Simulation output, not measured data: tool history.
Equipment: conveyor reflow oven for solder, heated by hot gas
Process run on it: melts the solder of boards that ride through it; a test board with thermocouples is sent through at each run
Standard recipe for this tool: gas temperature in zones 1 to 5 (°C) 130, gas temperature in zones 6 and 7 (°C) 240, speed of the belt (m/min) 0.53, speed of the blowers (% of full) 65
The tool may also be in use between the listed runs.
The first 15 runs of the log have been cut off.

run	hour	gas temperature in zones 1 to 5 (°C)	gas temperature in zones 6 and 7 (°C)	speed of the belt (m/min)	speed of the blowers (% of full)	highest temperature of the board (°C)	time above the solder's melting point (s)
16	216.2	144	245	0.439	56	227.4	70.8
17	234.8	144	245	0.439	56	227.7	71.7
18	252.5	143	240	0.53	58	215.8	51.2
19	260.5	143	240	0.53	58	216.1	50.9
20	277.3	133	240	0.53	55	212.6	44.9
21	285.2	135	250	0.53	65	226	56
22	301.7	130	240	0.53	87	222.8	52.1
23	319.9	142	240	0.53	65	219	52.7
24	332.5	116	233	0.53	65	206.3	35.5
25	346.6	141	235	0.572	65	210.5	43.3
26	358.3	142	250	0.431	79	237.2	77.6
27	376.6	140	230	0.598	73	208.3	38.1
28	394.1	130	240	0.595	60	208.3	35.9
29	412.7	130	240	0.595	60	208.6	35.6
30	427.8	130	240	0.505	65	217.7	50.7

Consider 4 possible next runs. They are alternatives, not a sequence: every one starts from the tool as it was left by run 30. What does each give?
A	441	132	240	0.421	63	?	?
B	441	130	240	0.517	65	?	?
C	441	130	235	0.53	65	?	?
D	441	129	240	0.505	65	?	?

run	highest temperature of the board (°C)	time above the solder's melting point (s)
A	223.9	67.9
B	215.7	48.5
C	211.8	43.5
D	217.2	50.9
With no hidden state in the tool, these same runs would have given:
run	highest temperature of the board (°C)	time above the solder's melting point (s)
A	226	68.9
B	218	50
C	214.1	45.3
D	219.6	52.3
